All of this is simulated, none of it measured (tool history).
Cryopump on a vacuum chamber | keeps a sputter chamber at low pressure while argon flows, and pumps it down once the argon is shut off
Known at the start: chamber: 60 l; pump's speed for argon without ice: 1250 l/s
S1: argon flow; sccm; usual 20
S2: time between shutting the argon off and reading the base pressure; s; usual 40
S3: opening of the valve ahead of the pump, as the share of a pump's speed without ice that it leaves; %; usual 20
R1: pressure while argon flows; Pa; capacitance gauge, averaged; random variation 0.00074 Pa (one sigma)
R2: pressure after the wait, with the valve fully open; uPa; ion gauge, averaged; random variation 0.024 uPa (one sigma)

{"run": 1, "hour": 0.0, "S1": 20, "S2": 40, "S3": 20, "R1": 0.1374, "R2": 3.23}
{"run": 2, "hour": 32.3, "S1": 20, "S2": 40, "S3": 20, "R1": 0.1364, "R2": 3.16}
{"run": 3, "hour": 75.1, "S1": 20, "S2": 40, "S3": 20, "R1": 0.1367, "R2": 3.29}
{"run": 4, "hour": 118.2, "S1": 20, "S2": 40, "S3": 20, "R1": 0.1371, "R2": 3.23}
{"run": 5, "hour": 151.3, "S1": 20, "S2": 40, "S3": 20, "R1": 0.1385, "R2": 3.38}
{"run": 6, "hour": 173.2, "S1": 20, "S2": 40, "S3": 20, "R1": 0.1367, "R2": 3.3}
{"run": 7, "hour": 198.1, "S1": 20, "S2": 40, "S3": 20, "R1": 0.1387, "R2": 3.43}
{"run": 8, "hour": 244.5, "S1": 20, "S2": 61, "S3": 20, "R1": 0.1379, "R2": 3.14}
{"run": 9, "hour": 291.2, "S1": 20, "S2": 61, "S3": 20, "R1": 0.1374, "R2": 3.21}
{"run": 10, "hour": 316.0, "S1": 20, "S2": 61, "S3": 20, "R1": 0.138, "R2": 3.22}
{"run": 11, "hour": 344.7, "S1": 20, "S2": 61, "S3": 20, "R1": 0.1378, "R2": 3.17}
{"run": 12, "hour": 373.9, "S1": 25, "S2": 55, "S3": 20, "R1": 0.1739, "R2": 3.35}
{"run": 13, "hour": 397.0, "S1": 21, "S2": 25, "S3": 56, "R1": 0.0541, "R2": 3.91}
{"run": 14, "hour": 420.4, "S1": 27, "S2": 41, "S3": 27, "R1": 0.1408, "R2": 3.54}
{"run": 15, "hour": 462.0, "S1": 27, "S2": 28, "S3": 46, "R1": 0.084, "R2": 3.8}
{"run": 16, "hour": 487.5, "S1": 9, "S2": 40, "S3": 36, "R1": 0.0355, "R2": 3.73}
{"run": 17, "hour": 507.7, "S1": 26, "S2": 35, "S3": 24, "R1": 0.1499, "R2": 3.66}
{"run": 18, "hour": 544.7, "S1": 26, "S2": 148, "S3": 36, "R1": 0.1027, "R2": 3.15}
{"run": 19, "hour": 583.3, "S1": 15, "S2": 185, "S3": 51, "R1": 0.0429, "R2": 3.19}

Run 20 comes next. What will it give?
{"run": 20, "hour": 608.3, "S1": 26, "S2": 22, "S3": 51, "R1": "?", "R2": "?"}

Run 20 gave R1 0.0747 Pa, R2 4.24 uPa.
Without the tool's hidden state the same run would have given R1 0.0691 Pa, R2 1.36 uPa.
